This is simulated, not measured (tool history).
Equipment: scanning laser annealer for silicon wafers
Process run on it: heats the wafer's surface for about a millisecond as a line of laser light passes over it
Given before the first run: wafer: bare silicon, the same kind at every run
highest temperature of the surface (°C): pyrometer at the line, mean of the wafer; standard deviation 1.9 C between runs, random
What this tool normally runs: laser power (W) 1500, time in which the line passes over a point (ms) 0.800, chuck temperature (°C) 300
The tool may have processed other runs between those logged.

| run | day | laser power (W) | time in which the line passes over a point (ms) | chuck temperature (°C) | highest temperature of the surface (°C) |
|---|---|---|---|---|---|
| 1 | 0.000 | 1500 | 0.800 | 300 | 1061 |
| 2 | 0.971 | 1500 | 0.800 | 300 | 1060 |
| 3 | 2.267 | 1500 | 0.800 | 300 | 1057 |
| 4 | 3.146 | 1500 | 0.954 | 300 | 1128 |
| 5 | 4.917 | 1500 | 0.954 | 300 | 1120 |
| 6 | 6.046 | 1344 | 0.800 | 300 | 970 |
| 7 | 7.525 | 1344 | 0.800 | 300 | 973 |
| 8 | 8.600 | 1500 | 0.800 | 300 | 1049 |
| 9 | 9.896 | 1500 | 0.800 | 300 | 1046 |
| 10 | 11.692 | 1500 | 0.800 | 300 | 1045 |
| 11 | 12.517 | 1500 | 0.800 | 300 | 1047 |
| 12 | 13.979 | 1500 | 0.800 | 300 | 1048 |
|  | 14.733 | optics aligned, line set to its width |
| 13 | 15.312 | 1493 | 0.800 | 300 | 1046 |
|  | 15.908 | window over the wafer cleaned |
| 14 | 16.392 | 1493 | 0.800 | 300 | 1092 |
| 15 | 17.383 | 1500 | 0.800 | 304 | 1101 |
| 16 | 19.171 | 1500 | 0.790 | 300 | 1090 |
| 17 | 20.842 | 1500 | 0.790 | 300 | 1088 |
| 18 | 22.354 | 1500 | 0.790 | 300 | 1086 |
| 19 | 23.121 | 1500 | 0.800 | 300 | 1087 |
| 20 | 24.129 | 1500 | 0.800 | 300 | 1090 |
| 21 | 25.129 | 1500 | 0.800 | 300 | 1089 |
| 22 | 26.542 | 1347 | 0.800 | 325 | 1028 |
| 23 | 27.779 | 1347 | 0.800 | 325 | 1026 |

Estimate the outcome of run 24 from the log above:
| 24 | 29.238 | 1347 | 0.800 | 325 | ? |

highest temperature of the surface (°C): 1023
The same run, on a tool lacking any hidden state, would have yielded highest temperature of the surface (°C) 1036.
